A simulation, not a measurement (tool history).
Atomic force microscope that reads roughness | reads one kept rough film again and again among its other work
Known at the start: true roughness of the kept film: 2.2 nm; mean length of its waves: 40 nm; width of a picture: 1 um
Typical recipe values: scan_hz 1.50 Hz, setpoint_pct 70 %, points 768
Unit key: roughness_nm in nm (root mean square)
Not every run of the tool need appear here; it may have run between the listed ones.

| run | day | scan_hz | setpoint_pct | points | roughness_nm |
|---|---|---|---|---|---|
| 1 | 0.000 | 1.50 | 70 | 768 | 1.964 |
| 2 | 0.396 | 1.50 | 70 | 869 | 1.961 |
| 3 | 0.862 | 1.50 | 70 | 566 | 1.957 |
| 4 | 1.458 | 1.50 | 70 | 566 | 1.955 |
|  | 1.525 | new tip fitted |
| 5 | 1.912 | 1.50 | 70 | 566 | 1.979 |
| 6 | 2.383 | 1.50 | 70 | 812 | 1.976 |
| 7 | 2.896 | 1.50 | 57 | 812 | 2.051 |
| 8 | 3.329 | 1.50 | 70 | 768 | 1.952 |
| 9 | 3.908 | 0.81 | 70 | 937 | 2.011 |
| 10 | 4.362 | 0.88 | 70 | 706 | 2.008 |
| 11 | 4.979 | 0.68 | 70 | 768 | 2.032 |
|  | 5.300 | new tip fitted |
| 12 | 5.508 | 2.10 | 56 | 417 | 2.007 |
| 13 | 6.038 | 3.51 | 62 | 474 | 1.913 |
| 14 | 6.650 | 2.07 | 62 | 985 | 2.004 |
| 15 | 7.171 | 3.34 | 87 | 633 | 1.572 |

Predict each of these 4 candidate next runs independently; none follows another, all start after run 15:
| A | 7.650 | 2.88 | 70 | 739 | ? |
| B | 7.650 | 1.08 | 70 | 265 | ? |
| C | 7.650 | 1.37 | 77 | 361 | ? |
| D | 7.650 | 1.50 | 90 | 768 | ? |

| run | roughness_nm |
|---|---|
| A | 1.852 |
| B | 1.994 |
| C | 1.915 |
| D | 1.790 |
The same runs, with their run-to-run variation unchanged, on a tool lacking any hidden condition would have given:
| run | roughness_nm |
|---|---|
| A | 1.859 |
| B | 2.001 |
| C | 1.921 |
| D | 1.796 |
